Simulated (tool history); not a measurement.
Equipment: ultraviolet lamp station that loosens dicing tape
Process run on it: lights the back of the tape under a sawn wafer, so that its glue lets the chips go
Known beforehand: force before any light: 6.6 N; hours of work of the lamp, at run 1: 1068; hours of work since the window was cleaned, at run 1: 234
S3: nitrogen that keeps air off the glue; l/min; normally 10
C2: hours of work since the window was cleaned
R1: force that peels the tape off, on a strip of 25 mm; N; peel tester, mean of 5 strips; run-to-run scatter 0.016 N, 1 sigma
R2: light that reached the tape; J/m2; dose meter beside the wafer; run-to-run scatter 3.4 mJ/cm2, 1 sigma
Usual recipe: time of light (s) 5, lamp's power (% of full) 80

run 1 day=0 | time_of_light_(s)=5 lamp's_power_(%_of_full)=80 S3=10 | hours_of_work_of_the_lamp=1068 C2=234 | R1=1.467 R2=3630
run 2 day=2.004 | time_of_light_(s)=5 lamp's_power_(%_of_full)=80 S3=10 | hours_of_work_of_the_lamp=1106 C2=272 | R1=1.569 R2=3570
run 3 day=3.492 | time_of_light_(s)=5 lamp's_power_(%_of_full)=80 S3=10 | hours_of_work_of_the_lamp=1133 C2=300 | R1=1.639 R2=3500
run 4 day=4.6 | time_of_light_(s)=5 lamp's_power_(%_of_full)=80 S3=10 | hours_of_work_of_the_lamp=1154 C2=321 | R1=1.62 R2=3510
-- day=4.712 window cleaned of glue's vapour
run 5 day=6.371 | time_of_light_(s)=5 lamp's_power_(%_of_full)=80 S3=10 | hours_of_work_of_the_lamp=1187 C2=31 | R1=1.717 R2=3300
run 6 day=8.192 | time_of_light_(s)=5 lamp's_power_(%_of_full)=80 S3=10 | hours_of_work_of_the_lamp=1221 C2=65 | R1=1.756 R2=3190
run 7 day=9.092 | time_of_light_(s)=5 lamp's_power_(%_of_full)=72 S3=10 | hours_of_work_of_the_lamp=1238 C2=82 | R1=1.984 R2=2870
run 8 day=10.729 | time_of_light_(s)=5 lamp's_power_(%_of_full)=62 S3=8 | hours_of_work_of_the_lamp=1268 C2=112 | R1=2.541 R2=2450
-- day=11.292 window cleaned of glue's vapour, once more
run 9 day=11.838 | time_of_light_(s)=5 lamp's_power_(%_of_full)=62 S3=8 | hours_of_work_of_the_lamp=1289 C2=10 | R1=2.222 R2=2660
run 10 day=13.638 | time_of_light_(s)=5 lamp's_power_(%_of_full)=62 S3=8 | hours_of_work_of_the_lamp=1322 C2=44 | R1=2.347 R2=2640

Each row is a separate what-if for the run after 10, all from the same tool condition, not one after another. Results?
run A day=14.85 | time_of_light_(s)=5 lamp's_power_(%_of_full)=80 S3=3 | hours_of_work_of_the_lamp=1345 C2=67 | R1=? R2=?
run B day=14.85 | time_of_light_(s)=2 lamp's_power_(%_of_full)=67 S3=10 | hours_of_work_of_the_lamp=1345 C2=67 | R1=? R2=?
run C day=14.85 | time_of_light_(s)=5 lamp's_power_(%_of_full)=80 S3=4 | hours_of_work_of_the_lamp=1345 C2=67 | R1=? R2=?

run=A R1=2.415 R2=3290
run=B R1=4.088 R2=1130
run=C R1=2.172 R2=3300
The same runs, with their run-to-run variation unchanged, on a tool lacking any hidden condition would have given:
run=A R1=1.303 R2=5380
run=B R1=3.056 R2=1830
run=C R1=1.119 R2=5400

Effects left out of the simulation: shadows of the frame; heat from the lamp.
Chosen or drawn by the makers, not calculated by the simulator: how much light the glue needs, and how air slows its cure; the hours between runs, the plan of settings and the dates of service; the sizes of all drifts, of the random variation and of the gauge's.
